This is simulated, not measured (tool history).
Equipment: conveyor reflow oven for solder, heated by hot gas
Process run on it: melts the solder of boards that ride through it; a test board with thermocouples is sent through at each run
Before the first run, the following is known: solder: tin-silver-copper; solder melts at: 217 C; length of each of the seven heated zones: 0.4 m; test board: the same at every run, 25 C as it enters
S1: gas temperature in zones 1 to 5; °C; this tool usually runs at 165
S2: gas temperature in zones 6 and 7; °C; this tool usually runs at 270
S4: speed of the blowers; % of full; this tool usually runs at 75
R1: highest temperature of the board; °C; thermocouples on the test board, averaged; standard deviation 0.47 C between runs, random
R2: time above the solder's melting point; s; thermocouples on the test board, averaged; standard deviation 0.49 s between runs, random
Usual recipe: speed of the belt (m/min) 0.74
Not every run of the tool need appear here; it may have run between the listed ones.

{"run": 1, "hour": 0.0, "S1": 165, "S2": 270, "speed of the belt (m/min)": 0.74, "S4": 75, "R1": 249.8, "R2": 43.9}
{"run": 2, "hour": 55.1, "S1": 165, "S2": 281, "speed of the belt (m/min)": 0.74, "S4": 75, "R1": 257.5, "R2": 49.1}
{"run": 3, "hour": 101.1, "S1": 165, "S2": 271, "speed of the belt (m/min)": 0.74, "S4": 75, "R1": 249.4, "R2": 44.2}
{"run": 4, "hour": 136.4, "S1": 165, "S2": 270, "speed of the belt (m/min)": 0.74, "S4": 73, "R1": 248.4, "R2": 42.1}
{"run": 5, "hour": 162.4, "S1": 165, "S2": 270, "speed of the belt (m/min)": 0.74, "S4": 73, "R1": 246.9, "R2": 41.9}
{"run": 6, "hour": 215.0, "S1": 165, "S2": 270, "speed of the belt (m/min)": 0.74, "S4": 73, "R1": 247.3, "R2": 41.9}
{"run": 7, "hour": 256.8, "S1": 165, "S2": 270, "speed of the belt (m/min)": 0.74, "S4": 73, "R1": 247.4, "R2": 41.6}

Run 8 is up next; what results do you expect?
{"run": 8, "hour": 291.8, "S1": 165, "S2": 270, "speed of the belt (m/min)": 0.74, "S4": 52, "R1": "?", "R2": "?"}

R1: 240.3 °C
R2: 35.2 s
With the hidden condition absent and the run-to-run variation left alone, this run would have shown R1 245.8 °C, R2 40.2 s.
